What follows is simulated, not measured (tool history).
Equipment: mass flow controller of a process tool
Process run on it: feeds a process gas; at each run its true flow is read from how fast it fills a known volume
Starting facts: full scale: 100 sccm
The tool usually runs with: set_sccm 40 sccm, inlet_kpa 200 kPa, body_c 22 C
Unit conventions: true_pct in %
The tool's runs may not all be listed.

run 1 day=0 | set_sccm=40 inlet_kpa=200 body_c=22 | true_pct=98.38
run 2 day=5.75 | set_sccm=40 inlet_kpa=200 body_c=22 | true_pct=98.49
run 3 day=12.238 | set_sccm=40 inlet_kpa=200 body_c=33 | true_pct=98.13
run 4 day=15.038 | set_sccm=89 inlet_kpa=200 body_c=22 | true_pct=99.97
run 5 day=20.962 | set_sccm=89 inlet_kpa=200 body_c=22 | true_pct=99.89
run 6 day=24.217 | set_sccm=40 inlet_kpa=237 body_c=22 | true_pct=98.38
run 7 day=28.412 | set_sccm=40 inlet_kpa=200 body_c=22 | true_pct=98.52
run 8 day=34.438 | set_sccm=40 inlet_kpa=200 body_c=22 | true_pct=98.5
run 9 day=38.583 | set_sccm=40 inlet_kpa=200 body_c=22 | true_pct=98.5
run 10 day=41.492 | set_sccm=75 inlet_kpa=200 body_c=22 | true_pct=99.73
run 11 day=47.896 | set_sccm=40 inlet_kpa=200 body_c=29 | true_pct=98.43
run 12 day=54.217 | set_sccm=14 inlet_kpa=200 body_c=29 | true_pct=98.02
run 13 day=58.179 | set_sccm=14 inlet_kpa=200 body_c=29 | true_pct=97.96
run 14 day=61.992 | set_sccm=22 inlet_kpa=200 body_c=22 | true_pct=98.27
run 15 day=65.417 | set_sccm=40 inlet_kpa=188 body_c=22 | true_pct=98.56
run 16 day=68.992 | set_sccm=40 inlet_kpa=188 body_c=22 | true_pct=98.59
run 17 day=74.404 | set_sccm=40 inlet_kpa=188 body_c=22 | true_pct=98.73
run 18 day=81.008 | set_sccm=40 inlet_kpa=188 body_c=22 | true_pct=98.72
run 19 day=87.467 | set_sccm=40 inlet_kpa=188 body_c=22 | true_pct=98.76
run 20 day=92.554 | set_sccm=40 inlet_kpa=157 body_c=22 | true_pct=98.98
run 21 day=97.017 | set_sccm=40 inlet_kpa=200 body_c=22 | true_pct=98.79
run 22 day=101.675 | set_sccm=40 inlet_kpa=200 body_c=22 | true_pct=98.68
run 23 day=105.267 | set_sccm=40 inlet_kpa=200 body_c=22 | true_pct=98.66
run 24 day=108.196 | set_sccm=40 inlet_kpa=200 body_c=22 | true_pct=98.81
run 25 day=113.579 | set_sccm=91 inlet_kpa=200 body_c=32 | true_pct=99.96
run 26 day=118.9 | set_sccm=95 inlet_kpa=163 body_c=26 | true_pct=100.37
run 27 day=125.192 | set_sccm=27 inlet_kpa=175 body_c=22 | true_pct=98.57
run 28 day=128.954 | set_sccm=15 inlet_kpa=256 body_c=21 | true_pct=98.27
run 29 day=132.854 | set_sccm=15 inlet_kpa=146 body_c=22 | true_pct=98.9
run 30 day=139.279 | set_sccm=57 inlet_kpa=200 body_c=22 | true_pct=99.3
run 31 day=143.575 | set_sccm=33 inlet_kpa=245 body_c=34 | true_pct=98.03
run 32 day=147.796 | set_sccm=40 inlet_kpa=209 body_c=21 | true_pct=98.95
run 33 day=153.862 | set_sccm=22 inlet_kpa=231 body_c=38 | true_pct=97.77
run 34 day=157.583 | set_sccm=22 inlet_kpa=231 body_c=38 | true_pct=97.91
run 35 day=163.933 | set_sccm=19 inlet_kpa=231 body_c=38 | true_pct=97.84
run 36 day=168.9 | set_sccm=19 inlet_kpa=231 body_c=24 | true_pct=98.44
run 37 day=175.45 | set_sccm=40 inlet_kpa=143 body_c=29 | true_pct=98.82
run 38 day=178.467 | set_sccm=40 inlet_kpa=143 body_c=29 | true_pct=99.06
run 39 day=184.258 | set_sccm=11 inlet_kpa=143 body_c=29 | true_pct=99.03
run 40 day=187.038 | set_sccm=11 inlet_kpa=143 body_c=29 | true_pct=99.04
run 41 day=189.996 | set_sccm=17 inlet_kpa=149 body_c=38 | true_pct=98.55
run 42 day=195.538 | set_sccm=63 inlet_kpa=142 body_c=22 | true_pct=99.83
run 43 day=200.621 | set_sccm=63 inlet_kpa=142 body_c=22 | true_pct=99.72
run 44 day=205.017 | set_sccm=15 inlet_kpa=200 body_c=24 | true_pct=98.65
run 45 day=209.771 | set_sccm=36 inlet_kpa=200 body_c=21 | true_pct=98.83
run 46 day=214.779 | set_sccm=36 inlet_kpa=200 body_c=21 | true_pct=99.01
run 47 day=219.179 | set_sccm=87 inlet_kpa=187 body_c=38 | true_pct=100.01
run 48 day=223.304 | set_sccm=87 inlet_kpa=187 body_c=38 | true_pct=99.83

Forecast each of these 4 alternatives for the next run:
run A day=228.475 | set_sccm=28 inlet_kpa=200 body_c=38 | true_pct=?
run B day=228.475 | set_sccm=52 inlet_kpa=181 body_c=20 | true_pct=?
run C day=228.475 | set_sccm=20 inlet_kpa=187 body_c=28 | true_pct=?
run D day=228.475 | set_sccm=87 inlet_kpa=229 body_c=38 | true_pct=?

run=A true_pct=98.33
run=B true_pct=99.38
run=C true_pct=98.67
run=D true_pct=99.65
Without the tool's unlogged condition, the same runs would have read:
run=A true_pct=97.27
run=B true_pct=98.6
run=C true_pct=97.36
run=D true_pct=99
